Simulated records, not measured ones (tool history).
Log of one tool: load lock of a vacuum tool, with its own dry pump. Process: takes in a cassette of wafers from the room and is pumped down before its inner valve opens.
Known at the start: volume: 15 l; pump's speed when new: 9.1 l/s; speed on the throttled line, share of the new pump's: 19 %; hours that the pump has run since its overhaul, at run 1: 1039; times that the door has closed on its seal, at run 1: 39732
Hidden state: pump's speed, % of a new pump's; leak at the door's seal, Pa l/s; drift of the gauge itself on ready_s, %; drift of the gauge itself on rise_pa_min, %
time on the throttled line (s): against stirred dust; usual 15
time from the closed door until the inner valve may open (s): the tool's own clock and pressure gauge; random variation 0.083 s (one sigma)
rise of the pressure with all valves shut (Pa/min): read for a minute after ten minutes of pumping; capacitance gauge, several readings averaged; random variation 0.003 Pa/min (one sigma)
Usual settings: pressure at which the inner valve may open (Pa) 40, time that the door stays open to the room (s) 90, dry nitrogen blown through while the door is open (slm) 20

run    hour  time on the throttled line (s)  pressure at which the inner valve may open (Pa)  time that the door stays open to the room (s)  dry nitrogen blown through while the door is open (slm)  hours that the pump has run since its overhaul  times that the door has closed on its seal  incoming humidity of the room's air, %  time from the closed door until the inner valve may open (s)  rise of the pressure with all valves shut (Pa/min)
  1       0                              15                                               40                                             90                                                       20                                            1039                                       39732                                    42.4                                                          25.1                                               0.158
  2   103.9                              15                                               40                                             90                                                       20                                            1142                                       40204                                    45.5                                                         25.19                                               0.162
  3   283.1                              15                                               40                                             34                                                       20                                            1322                                       41018                                    44.2                                                         25.09                                               0.161
  4     456                              15                                               40                                             34                                                       20                                            1495                                       41803                                    45.9                                                         24.99                                               0.163
  5   539.1                              15                                               40                                             34                                                       20                                            1578                                       42180                                      44                                                          25.1                                               0.164
  6   682.7                              15                                               40                                             90                                                       15                                            1721                                       42832                                    46.9                                                         25.18                                               0.179
  7   818.5                              15                                               40                                             90                                                       15                                            1857                                       43449                                    46.1                                                         25.23                                               0.184
  8   899.9                              15                                               40                                             90                                                       15                                            1938                                       43818                                    42.9                                                         25.18                                               0.171
  9  1065.2                              19                                               40                                             90                                                       15                                            2104                                       44569                                    42.9                                                         28.52                                               0.185
 10  1168.3                              19                                               40                                             90                                                       15                                            2207                                       45037                                    45.5                                                         28.55                                               0.186
 11  1293.7                              25                                               40                                             90                                                       15                                            2332                                       45607                                    44.7                                                         33.44                                               0.189
 12  1449.4                              25                                               40                                             90                                                       15                                            2488                                       46314                                    45.6                                                         33.38                                               0.198
 13  1602.2                              20                                               40                                            185                                                       11                                            2641                                       47007                                    46.1                                                         29.38                                               0.217
 14  1768.9                              15                                               44                                             90                                                       30                                            2808                                       47765                                    41.2                                                         25.18                                                 0.2
 15  1914.6                               9                                               44                                             90                                                        5                                            2953                                       48426                                    44.4                                                         20.16                                                0.22
 16  2022.9                              15                                               40                                             72                                                        9                                            3061                                       48918                                    43.6                                                         25.23                                               0.213
 17  2152.7                              15                                               40                                             72                                                        9                                            3191                                       49507                                    47.2                                                          25.2                                               0.221
 18  2259.5                              20                                               65                                             45                                                       30                                            3298                                       49992                                    43.1                                                         28.52                                               0.204
 19  2412.3                              20                                               65                                             45                                                       30                                            3451                                       50686                                    45.7                                                         28.63                                               0.204
 20  2563.5                              15                                               46                                             46                                                       18                                            3602                                       51373                                      42                                                         25.16                                                0.21

4 ways to go on from here, each from the tool as it stands after run 20. What would each give?
  A  2683.1                              15                                               46                                            137                                                        6                                            3722                                       51916                                    41.3                                                             ?                                                   ?
  B  2683.1                              15                                               61                                             90                                                        8                                            3722                                       51916                                    45.8                                                             ?                                                   ?
  C  2683.1                              15                                               36                                             90                                                       41                                            3722                                       51916                                    47.9                                                             ?                                                   ?
  D  2683.1                              15                                               40                                             90                                                        6                                            3722                                       51916                                    44.9                                                             ?                                                   ?

run  time from the closed door until the inner valve may open (s)  rise of the pressure with all valves shut (Pa/min)
  A                                                         25.14                                               0.238
  B                                                         24.52                                               0.233
  C                                                         25.57                                               0.214
  D                                                         25.41                                               0.232
Without the tool's hidden state the same runs would have given:
run  time from the closed door until the inner valve may open (s)  rise of the pressure with all valves shut (Pa/min)
  A                                                         24.88                                               0.054
  B                                                         24.26                                               0.049
  C                                                         25.29                                               0.027
  D                                                         25.14                                               0.044
